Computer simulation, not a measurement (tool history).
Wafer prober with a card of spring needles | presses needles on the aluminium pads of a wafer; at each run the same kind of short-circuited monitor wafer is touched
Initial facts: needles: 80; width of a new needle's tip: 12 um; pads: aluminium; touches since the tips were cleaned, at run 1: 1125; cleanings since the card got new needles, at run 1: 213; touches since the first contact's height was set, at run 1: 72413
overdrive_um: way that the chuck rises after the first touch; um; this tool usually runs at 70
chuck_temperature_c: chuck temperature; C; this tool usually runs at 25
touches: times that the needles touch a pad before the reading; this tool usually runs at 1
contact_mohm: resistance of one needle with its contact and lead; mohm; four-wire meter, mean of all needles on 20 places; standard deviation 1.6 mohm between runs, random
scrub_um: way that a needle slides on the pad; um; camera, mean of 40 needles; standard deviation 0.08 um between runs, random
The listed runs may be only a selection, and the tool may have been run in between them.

| run | hour | overdrive_um | chuck_temperature_c | touches | touches since the tips were cleaned | cleanings since the card got new needles | touches since the first contact's height was set | contact_mohm | scrub_um |
|---|---|---|---|---|---|---|---|---|---|
| 1 | 0 | 70 | 25 | 1 | 1125 | 213 | 72413 | 220 | 12.01 |
|  | 1.4 | tips cleaned on abrasive film |
|  | 4.6 | tips cleaned on abrasive film |
|  | 7.9 | tips cleaned on abrasive film |
|  | 10.5 | tips cleaned on abrasive film |
|  | 13.2 | tips cleaned on abrasive film |
| 2 | 13.2 | 70 | 25 | 1 | 0 | 218 | 80110 | 193 | 11.44 |
|  | 16.5 | tips cleaned on abrasive film |
|  | 19.7 | tips cleaned on abrasive film |
|  | 23 | tips cleaned on abrasive film |
|  | 26.2 | tips cleaned on abrasive film |
|  | 29.5 | tips cleaned on abrasive film |
| 3 | 30.1 | 70 | 25 | 1 | 335 | 223 | 90026 | 217 | 11.27 |
|  | 32.7 | tips cleaned on abrasive film |
|  | 35.9 | tips cleaned on abrasive film |
|  | 38.6 | tips cleaned on abrasive film |
|  | 41.8 | tips cleaned on abrasive film |
| 4 | 44 | 70 | 25 | 1 | 1328 | 227 | 98253 | 276 | 11.38 |
|  | 44.8 | tips cleaned on abrasive film |
|  | 48 | tips cleaned on abrasive film |
|  | 51.3 | tips cleaned on abrasive film |
|  | 54.4 | tips cleaned on abrasive film |
| 5 | 54.4 | 70 | 25 | 1 | 0 | 231 | 104307 | 187 | 11.21 |
|  | 57.7 | tips cleaned on abrasive film |
|  | 60.9 | tips cleaned on abrasive film |
|  | 63.9 | tips cleaned on abrasive film |
| 6 | 63.9 | 70 | 25 | 1 | 0 | 234 | 109902 | 198 | 11.07 |
|  | 67.2 | tips cleaned on abrasive film |
|  | 70.5 | tips cleaned on abrasive film |
|  | 73.7 | tips cleaned on abrasive film |
|  | 77 | tips cleaned on abrasive film |
| 7 | 77.3 | 60 | 25 | 1 | 217 | 238 | 117785 | 236 | 9.22 |
|  | 80 | tips cleaned on abrasive film |
|  | 83.2 | tips cleaned on abrasive film |
|  | 86.5 | tips cleaned on abrasive film |
|  | 89.1 | tips cleaned on abrasive film |
|  | 92.4 | tips cleaned on abrasive film |
|  | 93.8 | tips cleaned on abrasive film, once more |
|  | 97 | tips cleaned on abrasive film |
|  | 100 | tips cleaned on abrasive film |
| 8 | 100 | 70 | 32 | 1 | 0 | 246 | 131009 | 192 | 10.8 |
|  | 103.2 | tips cleaned on abrasive film |
|  | 106.5 | tips cleaned on abrasive film |
|  | 109.7 | tips cleaned on abrasive film |
|  | 113 | tips cleaned on abrasive film |
|  | 115.6 | tips cleaned on abrasive film |
|  | 118.9 | tips cleaned on abrasive film |
| 9 | 119.2 | 70 | 25 | 1 | 165 | 252 | 142289 | 213 | 10.7 |
|  | 121.8 | tips cleaned on abrasive film |
|  | 125.1 | tips cleaned on abrasive film |
|  | 128.3 | tips cleaned on abrasive film |
|  | 131 | tips cleaned on abrasive film |
| 10 | 133.2 | 70 | 25 | 1 | 1391 | 256 | 150580 | 305 | 10.62 |
|  | 134 | tips cleaned on abrasive film |
|  | 137.2 | tips cleaned on abrasive film |
|  | 140.5 | tips cleaned on abrasive film |
|  | 143.8 | tips cleaned on abrasive film |
|  | 147 | tips cleaned on abrasive film |
|  | 159 | card fitted with new needles |
|  | 162.3 | tips cleaned on abrasive film |
| 11 | 163.4 | 70 | 25 | 1 | 658 | 1 | 2575 | 171 | 12.72 |
|  | 165.4 | tips cleaned on abrasive film |
|  | 168.6 | tips cleaned on abrasive film |
|  | 171.3 | tips cleaned on abrasive film |
|  | 174.5 | tips cleaned on abrasive film |
|  | 177.8 | tips cleaned on abrasive film |
|  | 181 | tips cleaned on abrasive film |
|  | 183.7 | tips cleaned on abrasive film |
| 12 | 184.4 | 70 | 25 | 1 | 439 | 8 | 14896 | 170 | 12.7 |
|  | 186.4 | tips cleaned on abrasive film |
|  | 189.7 | tips cleaned on abrasive film |
|  | 192.9 | tips cleaned on abrasive film |
|  | 196.2 | tips cleaned on abrasive film |
|  | 199.4 | tips cleaned on abrasive film |
| 13 | 201.1 | 70 | 25 | 1 | 998 | 13 | 24714 | 184 | 12.52 |

What does the tool deliver on the next run?
|  | 202.5 | tips cleaned on abrasive film |
|  | 205.7 | tips cleaned on abrasive film |
|  | 209 | tips cleaned on abrasive film |
|  | 212.2 | tips cleaned on abrasive film |
|  | 215.5 | tips cleaned on abrasive film |
|  | 218.8 | tips cleaned on abrasive film |
|  | 221.4 | tips cleaned on abrasive film |
| 14 | 221.6 | 70 | 25 | 1 | 126 | 20 | 36722 | ? | ? |

contact_mohm: 170 mohm
scrub_um: 12.59 um
Take away the tool's hidden state, keep the run-to-run variation as it was, and the same run would have given contact_mohm 165 mohm, scrub_um 13 um.
